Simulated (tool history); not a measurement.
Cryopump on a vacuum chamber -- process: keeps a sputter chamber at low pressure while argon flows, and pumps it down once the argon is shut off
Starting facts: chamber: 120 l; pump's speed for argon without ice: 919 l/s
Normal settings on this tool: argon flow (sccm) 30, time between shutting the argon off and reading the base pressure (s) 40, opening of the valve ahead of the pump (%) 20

| run | day | argon flow (sccm) | time between shutting the argon off and reading the base pressure (s) | opening of the valve ahead of the pump (%) | pressure while argon flows (Pa) | pressure after the wait (uPa) |
|---|---|---|---|---|---|---|
| 1 | 0 | 30 | 40 | 20 | 0.2833 | 2.99 |
| 2 | 0.375 | 30 | 40 | 20 | 0.2851 | 2.96 |
| 3 | 1.008 | 30 | 40 | 20 | 0.2857 | 2.98 |
| 4 | 1.762 | 30 | 40 | 20 | 0.2872 | 2.9 |
| 5 | 2.396 | 30 | 40 | 20 | 0.2852 | 2.95 |
| 6 | 3.117 | 30 | 40 | 20 | 0.2845 | 2.88 |
| 7 | 3.554 | 30 | 40 | 20 | 0.2862 | 2.94 |
| 8 | 4.138 | 19 | 173 | 20 | 0.1798 | 1.15 |
| 9 | 4.896 | 19 | 173 | 20 | 0.1816 | 1.09 |
| 10 | 5.754 | 14 | 284 | 17 | 0.1574 | 0.97 |

The logged runs with the hidden state left out (each run's random variation unchanged):
Unlogged tool condition in this case: pump's speed, % of a pump's without ice; cold plate's temperature, K; leak into the chamber, uPa l/s; drift of the gauge itself on working_pa, %; drift of the gauge itself on base_upa, %.
| run | pressure while argon flows (Pa) | pressure after the wait (uPa) |
|---|---|---|
| 1 | 0.2744 | 2.73 |
| 2 | 0.276 | 2.71 |
| 3 | 0.2764 | 2.72 |
| 4 | 0.2775 | 2.64 |
| 5 | 0.2753 | 2.68 |
| 6 | 0.2743 | 2.61 |
| 7 | 0.2758 | 2.67 |
| 8 | 0.1731 | 0.88 |
| 9 | 0.1747 | 0.81 |
| 10 | 0.1521 | 0.68 |
